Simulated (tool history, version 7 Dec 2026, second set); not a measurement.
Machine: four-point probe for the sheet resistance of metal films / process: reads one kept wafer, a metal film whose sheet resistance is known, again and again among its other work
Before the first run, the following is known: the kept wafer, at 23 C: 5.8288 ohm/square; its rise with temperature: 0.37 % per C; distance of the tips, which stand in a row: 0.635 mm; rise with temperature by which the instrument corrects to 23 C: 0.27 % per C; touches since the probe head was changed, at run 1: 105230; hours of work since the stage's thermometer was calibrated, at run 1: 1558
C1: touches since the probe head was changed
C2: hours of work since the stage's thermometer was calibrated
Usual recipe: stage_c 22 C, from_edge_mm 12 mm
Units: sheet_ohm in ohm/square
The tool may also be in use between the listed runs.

run 1 day=0.000 | stage_c=22 from_edge_mm=12 | C1=105230 C2=1558 | sheet_ohm=5.873923
run 2 day=3.712 | stage_c=22 from_edge_mm=12 | C1=109236 C2=1606 | sheet_ohm=5.876548
run 3 day=8.162 | stage_c=22 from_edge_mm=12 | C1=114034 C2=1664 | sheet_ohm=5.878207
run 4 day=12.512 | stage_c=22 from_edge_mm=12 | C1=118725 C2=1720 | sheet_ohm=5.877710
run 5 day=15.829 | stage_c=22 from_edge_mm=12 | C1=122299 C2=1763 | sheet_ohm=5.880920
run 6 day=18.417 | stage_c=22 from_edge_mm=12 | C1=125091 C2=1796 | sheet_ohm=5.881070
run 7 day=21.804 | stage_c=33 from_edge_mm=12 | C1=128744 C2=1840 | sheet_ohm=5.951847
run 8 day=25.800 | stage_c=22 from_edge_mm=26 | C1=133054 C2=1892 | sheet_ohm=5.879506
run 9 day=28.312 | stage_c=22 from_edge_mm=26 | C1=135764 C2=1924 | sheet_ohm=5.879076
run 10 day=32.817 | stage_c=22 from_edge_mm=5 | C1=140618 C2=1983 | sheet_ohm=5.926911
run 11 day=37.454 | stage_c=22 from_edge_mm=3 | C1=145623 C2=2043 | sheet_ohm=6.019140
run 12 day=40.996 | stage_c=22 from_edge_mm=3 | C1=149441 C2=2089 | sheet_ohm=6.020851

Predict the results of run 13:
run 13 day=43.675 | stage_c=21 from_edge_mm=3 | C1=152330 C2=2123 | sheet_ohm=?

{"run 13": {"sheet_ohm": 6.013232}}
Were there no unlogged condition in the tool, this run, its random variation unchanged, would have produced sheet_ohm 5.952000 ohm/square.
